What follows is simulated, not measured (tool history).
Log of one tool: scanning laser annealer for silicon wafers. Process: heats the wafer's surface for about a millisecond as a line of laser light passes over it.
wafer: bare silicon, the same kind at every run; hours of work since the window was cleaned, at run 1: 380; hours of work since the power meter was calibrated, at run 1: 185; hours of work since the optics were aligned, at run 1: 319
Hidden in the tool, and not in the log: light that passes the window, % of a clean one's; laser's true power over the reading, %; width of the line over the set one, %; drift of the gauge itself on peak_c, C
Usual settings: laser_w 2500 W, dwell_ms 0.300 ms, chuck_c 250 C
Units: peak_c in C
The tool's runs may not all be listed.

| run | hour | laser_w | dwell_ms | chuck_c | hours of work since the window was cleaned | hours of work since the power meter was calibrated | hours of work since the optics were aligned | peak_c |
|---|---|---|---|---|---|---|---|---|
| 1 | 0.0 | 2500 | 0.300 | 250 | 380 | 185 | 319 | 976 |
| 2 | 7.8 | 2500 | 0.300 | 250 | 386 | 191 | 325 | 977 |
| 3 | 16.8 | 2500 | 0.300 | 250 | 394 | 198 | 332 | 976 |
| 4 | 23.5 | 2500 | 0.300 | 250 | 399 | 203 | 337 | 974 |
| 5 | 33.5 | 2500 | 0.300 | 250 | 407 | 211 | 345 | 973 |
| 6 | 39.9 | 2500 | 0.300 | 250 | 412 | 216 | 350 | 972 |
| 7 | 50.7 | 2500 | 0.300 | 250 | 420 | 225 | 359 | 971 |
| 8 | 61.5 | 2500 | 0.274 | 250 | 429 | 234 | 368 | 940 |
| 9 | 68.5 | 2500 | 0.274 | 250 | 435 | 239 | 373 | 940 |
| 10 | 74.7 | 2500 | 0.274 | 250 | 440 | 244 | 378 | 940 |
| 11 | 81.2 | 2500 | 0.271 | 250 | 445 | 249 | 383 | 935 |
| 12 | 91.1 | 2500 | 0.213 | 250 | 453 | 257 | 391 | 852 |
| 13 | 97.4 | 2500 | 0.213 | 250 | 458 | 262 | 396 | 852 |
| 14 | 105.4 | 2500 | 0.253 | 250 | 464 | 269 | 403 | 906 |
| 15 | 110.5 | 2500 | 0.253 | 250 | 468 | 273 | 407 | 906 |
| 16 | 121.2 | 2500 | 0.253 | 250 | 476 | 281 | 415 | 908 |
| 17 | 125.9 | 2500 | 0.300 | 250 | 480 | 285 | 419 | 969 |
| 18 | 134.4 | 2497 | 0.300 | 250 | 487 | 292 | 425 | 970 |
| 19 | 140.4 | 2549 | 0.296 | 290 | 492 | 296 | 430 | 1021 |
| 20 | 148.5 | 2142 | 0.364 | 217 | 498 | 303 | 437 | 878 |
| 21 | 153.8 | 2142 | 0.339 | 233 | 502 | 307 | 441 | 871 |
|  | 157.3 | laser's power meter calibrated |
| 22 | 164.3 | 2459 | 0.223 | 250 | 508 | 6 | 447 | 849 |
| 23 | 172.9 | 2459 | 0.223 | 250 | 515 | 12 | 454 | 851 |
| 24 | 178.7 | 2588 | 0.237 | 250 | 520 | 17 | 458 | 908 |
| 25 | 183.1 | 2482 | 0.253 | 221 | 523 | 20 | 462 | 871 |
| 26 | 188.8 | 2310 | 0.300 | 250 | 528 | 25 | 466 | 903 |
| 27 | 197.0 | 2500 | 0.300 | 250 | 534 | 31 | 473 | 965 |
| 28 | 203.4 | 2500 | 0.300 | 250 | 539 | 37 | 478 | 968 |
| 29 | 211.6 | 2500 | 0.300 | 250 | 546 | 43 | 484 | 968 |
| 30 | 217.4 | 2482 | 0.315 | 272 | 550 | 48 | 489 | 1002 |
|  | 225.1 | laser's power meter calibrated, once more |
| 31 | 225.7 | 2684 | 0.322 | 219 | 555 | 0 | 493 | 1035 |
| 32 | 230.8 | 2500 | 0.247 | 213 | 559 | 5 | 497 | 860 |
| 33 | 240.0 | 2254 | 0.234 | 267 | 566 | 12 | 505 | 822 |
| 34 | 249.0 | 2254 | 0.313 | 214 | 573 | 19 | 512 | 863 |
| 35 | 254.7 | 2254 | 0.313 | 214 | 578 | 23 | 516 | 863 |
| 36 | 262.6 | 2662 | 0.349 | 248 | 584 | 30 | 522 | 1090 |

Measured less the same run without the tool's hidden state. The same run-to-run variation is in both; the gauge's scatter may not be:
| run | peak_c |
|---|---|
| 1 | -26 |
| 2 | -26 |
| 3 | -26 |
| 4 | -27 |
| 5 | -26 |
| 6 | -27 |
| 7 | -28 |
| 8 | -27 |
| 9 | -27 |
| 10 | -27 |
| 11 | -27 |
| 12 | -24 |
| 13 | -25 |
| 14 | -27 |
| 15 | -27 |
| 16 | -28 |
| 17 | -31 |
| 18 | -30 |
| 19 | -31 |
| 20 | -29 |
| 21 | -28 |
| 22 | -27 |
| 23 | -27 |
| 24 | -31 |
| 25 | -30 |
| 26 | -30 |
| 27 | -34 |
| 28 | -34 |
| 29 | -34 |
| 30 | -35 |
| 31 | -35 |
| 32 | -28 |
| 33 | -24 |
| 34 | -29 |
| 35 | -29 |
| 36 | -38 |
